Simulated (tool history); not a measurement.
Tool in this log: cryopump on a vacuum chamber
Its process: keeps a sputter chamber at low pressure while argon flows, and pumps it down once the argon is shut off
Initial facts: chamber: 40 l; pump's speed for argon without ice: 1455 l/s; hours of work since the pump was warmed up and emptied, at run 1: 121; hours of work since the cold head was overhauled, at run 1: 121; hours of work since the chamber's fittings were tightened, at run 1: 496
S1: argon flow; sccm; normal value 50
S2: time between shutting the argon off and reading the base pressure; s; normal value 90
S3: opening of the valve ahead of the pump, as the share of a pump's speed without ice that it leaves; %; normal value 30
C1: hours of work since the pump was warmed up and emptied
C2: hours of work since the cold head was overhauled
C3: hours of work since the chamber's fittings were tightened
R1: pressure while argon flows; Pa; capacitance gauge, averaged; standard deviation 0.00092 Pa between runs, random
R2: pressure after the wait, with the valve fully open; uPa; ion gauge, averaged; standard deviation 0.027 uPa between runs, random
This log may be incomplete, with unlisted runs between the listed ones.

run     day  S1   S2  S3   C1    C2    C3      R1    R2
  1   0.000  50   90  30  121   121   496  0.1975  1.59
  2   1.638  50  140  30  155   155   529  0.2001  1.27
  3   2.862  50   90  44  180   180   555  0.1363  1.62
  4   4.925  50   90  44  223   223   597  0.1363  1.71
  5   7.100  50   90  30  268   268   643  0.1996  1.68
  6   9.162  50   90  30  311   311   685  0.2024  1.69
  7  11.179  50   90  30  353   353   727  0.2019  1.81
  8  12.858  50   90  30  387   387   762  0.2036  1.82
  9  14.908  50   90  30  430   430   804  0.2039  1.83
 10  16.392  50   90  30  461   461   835  0.2043  1.93
 11  18.421  50   90  30  503   503   877  0.2070  1.93
 12  20.650  50   90  30  549   549   923  0.2064  2.03
 13  22.338  50   90  30  584   584   958  0.2087  2.02
 14  23.871  50   90  52  615   615   990  0.1275  2.11
 15  25.692  50   90  52  653   653  1028  0.1285  2.20
     26.217  -- pump warmed up, emptied and cooled again
 16  26.971  21   90  52   16   675  1050  0.0480  1.91
 17  28.054  21   78  52   38   698  1072  0.0473  2.09
 18  29.671  76   54  23   72   731  1106  0.3858  2.54
 19  31.446  76   54  23  108   768  1142  0.3887  2.60
 20  33.696  28   45  48  155   815  1189  0.0709  3.07
 21  35.346  28   45  48  189   849  1223  0.0705  3.03
 22  36.842  28   45  48  220   880  1254  0.0703  3.15
 23  39.154  50   40  29  268   927  1302  0.2068  3.38
 24  40.921  50   40  33  304   964  1339  0.1825  3.39
 25  42.179  29   55  30  331   990  1365  0.1166  2.90
 26  43.471  29   90  30  357  1017  1391  0.1169  2.34
 27  45.267  50   23  37  394  1054  1428  0.1673  5.18
 28  47.358  96  101  30  438  1097  1472  0.3951  2.28
 29  49.325  96  101  30  479  1138  1513  0.3939  2.32
 30  50.650  35   46  30  506  1166  1540  0.1447  3.44
 31  51.725  66  293  39  528  1188  1562  0.2145  1.84
 32  53.142  50   22  39  558  1217  1592  0.1632  5.58
 33  55.175  50   22  39  600  1259  1634  0.1647  5.70
 34  56.704  50  175  39  631  1291  1665  0.1673  2.22

4 options for the next run, each taken on its own from the tool as it stands now. Forecast them:
  A  57.725  25   98  21  652  1312  1686   ?   ?
  B  57.725  43   81  46  652  1312  1686   ?   ?
  C  57.725  32  169  16  652  1312  1686   ?   ?
  D  57.725  50   37  29  652  1312  1686   ?   ?

run      R1    R2
  A  0.1474  2.66
  B  0.1226  2.77
  C  0.2440  2.23
  D  0.2173  4.20
Had the tool no hidden state, the same runs would have come out as:
run      R1    R2
  A  0.1385  1.16
  B  0.1074  1.31
  C  0.2326  0.75
  D  0.1997  2.69
